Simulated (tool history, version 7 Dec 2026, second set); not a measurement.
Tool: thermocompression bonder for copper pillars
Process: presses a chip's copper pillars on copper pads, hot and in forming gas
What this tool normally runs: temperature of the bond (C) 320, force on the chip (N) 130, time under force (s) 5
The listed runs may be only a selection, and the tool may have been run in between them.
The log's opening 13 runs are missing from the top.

run,day,temperature of the bond (C),force on the chip (N),time under force (s),hours of work since the heater was calibrated,hours of work since the force cell was calibrated,hours of work since the gas filter was changed,force that shears a chip off (N)
14,9.383,307,96,5,13,326,79,31.6
15,9.946,307,96,5,19,332,85,31.5
16,10.875,320,130,6,29,342,95,52.8
17,11.362,309,130,6,34,347,100,46.6
18,12.112,304,130,11,42,355,108,55.4
19,13.025,323,150,14,52,364,117,79.6
20,13.558,300,150,14,58,370,123,64.1
21,14.129,329,139,5,64,376,129,56.7
22,14.783,299,139,3,71,383,136,32.9
23,15.200,329,130,11,75,388,141,70.6
24,15.721,334,130,4,81,393,146,52.6
25,16.696,334,130,4,91,403,157,51.8
26,17.500,344,144,10,99,412,165,81.1
27,18.338,344,144,10,108,421,174,80.5
28,19.200,344,144,10,118,430,183,82.6
29,19.721,320,144,7,123,436,189,60.5
# day 20.412: forming gas filter changed
30,20.571,320,144,7,132,444,2,60.7

Estimate the outcome of run 31 from the log above:
31,21.579,320,144,7,143,455,12,?

Run 31 measured force that shears a chip off (N) 60.0.
With the hidden condition absent and the run-to-run variation left alone, this run would have shown force that shears a chip off (N) 60.0.
